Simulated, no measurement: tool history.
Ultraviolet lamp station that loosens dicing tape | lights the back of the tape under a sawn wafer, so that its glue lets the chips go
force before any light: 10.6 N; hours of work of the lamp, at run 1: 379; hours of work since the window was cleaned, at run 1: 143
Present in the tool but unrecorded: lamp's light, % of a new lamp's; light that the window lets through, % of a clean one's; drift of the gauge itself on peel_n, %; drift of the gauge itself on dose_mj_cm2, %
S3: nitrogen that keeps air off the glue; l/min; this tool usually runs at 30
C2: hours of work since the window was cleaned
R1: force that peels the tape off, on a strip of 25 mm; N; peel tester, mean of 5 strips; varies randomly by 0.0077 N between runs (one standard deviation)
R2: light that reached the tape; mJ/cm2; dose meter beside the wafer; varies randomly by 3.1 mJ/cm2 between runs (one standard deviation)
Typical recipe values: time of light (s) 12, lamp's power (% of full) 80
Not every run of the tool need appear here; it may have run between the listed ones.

run 1 hour=0 | time_of_light_(s)=12 lamp's_power_(%_of_full)=80 S3=30 | hours_of_work_of_the_lamp=379 C2=143 | R1=0.388 R2=406
run 2 hour=16 | time_of_light_(s)=12 lamp's_power_(%_of_full)=80 S3=30 | hours_of_work_of_the_lamp=387 C2=152 | R1=0.392 R2=403
run 3 hour=45 | time_of_light_(s)=12 lamp's_power_(%_of_full)=80 S3=30 | hours_of_work_of_the_lamp=402 C2=167 | R1=0.421 R2=405
run 4 hour=71.9 | time_of_light_(s)=12 lamp's_power_(%_of_full)=80 S3=48 | hours_of_work_of_the_lamp=416 C2=181 | R1=0.309 R2=394
run 5 hour=93.2 | time_of_light_(s)=12 lamp's_power_(%_of_full)=80 S3=48 | hours_of_work_of_the_lamp=427 C2=192 | R1=0.309 R2=390
run 6 hour=112.4 | time_of_light_(s)=12 lamp's_power_(%_of_full)=69 S3=48 | hours_of_work_of_the_lamp=437 C2=202 | R1=0.423 R2=335
run 7 hour=127.7 | time_of_light_(s)=12 lamp's_power_(%_of_full)=69 S3=48 | hours_of_work_of_the_lamp=445 C2=210 | R1=0.4 R2=339
-- hour=151.7 window cleaned of glue's vapour
run 8 hour=156.3 | time_of_light_(s)=12 lamp's_power_(%_of_full)=69 S3=48 | hours_of_work_of_the_lamp=460 C2=2 | R1=0.326 R2=378
run 9 hour=176.6 | time_of_light_(s)=12 lamp's_power_(%_of_full)=80 S3=10 | hours_of_work_of_the_lamp=470 C2=13 | R1=0.877 R2=433
run 10 hour=200.3 | time_of_light_(s)=12 lamp's_power_(%_of_full)=76 S3=30 | hours_of_work_of_the_lamp=483 C2=25 | R1=0.389 R2=412
run 11 hour=219 | time_of_light_(s)=12 lamp's_power_(%_of_full)=76 S3=30 | hours_of_work_of_the_lamp=492 C2=35 | R1=0.411 R2=407
run 12 hour=238.8 | time_of_light_(s)=12 lamp's_power_(%_of_full)=76 S3=30 | hours_of_work_of_the_lamp=503 C2=45 | R1=0.405 R2=408
run 13 hour=261 | time_of_light_(s)=12 lamp's_power_(%_of_full)=80 S3=30 | hours_of_work_of_the_lamp=514 C2=57 | R1=0.368 R2=423
run 14 hour=274 | time_of_light_(s)=12 lamp's_power_(%_of_full)=80 S3=30 | hours_of_work_of_the_lamp=521 C2=64 | R1=0.363 R2=421
run 15 hour=293.3 | time_of_light_(s)=12 lamp's_power_(%_of_full)=80 S3=30 | hours_of_work_of_the_lamp=531 C2=74 | R1=0.38 R2=415
run 16 hour=316.2 | time_of_light_(s)=12 lamp's_power_(%_of_full)=93 S3=30 | hours_of_work_of_the_lamp=543 C2=86 | R1=0.29 R2=485
run 17 hour=338.4 | time_of_light_(s)=12 lamp's_power_(%_of_full)=93 S3=30 | hours_of_work_of_the_lamp=555 C2=97 | R1=0.302 R2=478
run 18 hour=353.6 | time_of_light_(s)=12 lamp's_power_(%_of_full)=93 S3=30 | hours_of_work_of_the_lamp=563 C2=105 | R1=0.301 R2=475
run 19 hour=365.8 | time_of_light_(s)=12 lamp's_power_(%_of_full)=93 S3=30 | hours_of_work_of_the_lamp=569 C2=111 | R1=0.31 R2=469
run 20 hour=384.5 | time_of_light_(s)=12 lamp's_power_(%_of_full)=93 S3=30 | hours_of_work_of_the_lamp=579 C2=121 | R1=0.312 R2=475
run 21 hour=407.4 | time_of_light_(s)=12 lamp's_power_(%_of_full)=93 S3=30 | hours_of_work_of_the_lamp=591 C2=133 | R1=0.305 R2=463
run 22 hour=434.1 | time_of_light_(s)=12 lamp's_power_(%_of_full)=93 S3=23 | hours_of_work_of_the_lamp=604 C2=147 | R1=0.392 R2=459
run 23 hour=454.2 | time_of_light_(s)=12 lamp's_power_(%_of_full)=93 S3=23 | hours_of_work_of_the_lamp=615 C2=157 | R1=0.398 R2=454
run 24 hour=469.8 | time_of_light_(s)=8 lamp's_power_(%_of_full)=67 S3=30 | hours_of_work_of_the_lamp=623 C2=166 | R1=1.428 R2=219
run 25 hour=498 | time_of_light_(s)=19 lamp's_power_(%_of_full)=88 S3=31 | hours_of_work_of_the_lamp=638 C2=180 | R1=0.225 R2=665
run 26 hour=518.6 | time_of_light_(s)=19 lamp's_power_(%_of_full)=93 S3=31 | hours_of_work_of_the_lamp=648 C2=191 | R1=0.215 R2=698
run 27 hour=530.7 | time_of_light_(s)=7 lamp's_power_(%_of_full)=93 S3=31 | hours_of_work_of_the_lamp=655 C2=197 | R1=1.014 R2=259
run 28 hour=548.2 | time_of_light_(s)=17 lamp's_power_(%_of_full)=81 S3=22 | hours_of_work_of_the_lamp=664 C2=206 | R1=0.293 R2=536
run 29 hour=570.6 | time_of_light_(s)=11 lamp's_power_(%_of_full)=82 S3=30 | hours_of_work_of_the_lamp=675 C2=218 | R1=0.545 R2=351
-- hour=580.1 window cleaned of glue's vapour
run 30 hour=591.4 | time_of_light_(s)=15 lamp's_power_(%_of_full)=80 S3=30 | hours_of_work_of_the_lamp=686 C2=6 | R1=0.255 R2=529
run 31 hour=608.4 | time_of_light_(s)=15 lamp's_power_(%_of_full)=80 S3=30 | hours_of_work_of_the_lamp=695 C2=15 | R1=0.27 R2=518
run 32 hour=637.4 | time_of_light_(s)=12 lamp's_power_(%_of_full)=69 S3=13 | hours_of_work_of_the_lamp=710 C2=30 | R1=1.054 R2=356

Predict the results of run 33:
run 33 hour=653.5 | time_of_light_(s)=12 lamp's_power_(%_of_full)=70 S3=45 | hours_of_work_of_the_lamp=718 C2=38 | R1=? R2=?

R1: 0.394 N
R2: 358 mJ/cm2
The same run, on a tool lacking any hidden state, would have yielded R1 0.304 N, R2 419 mJ/cm2.
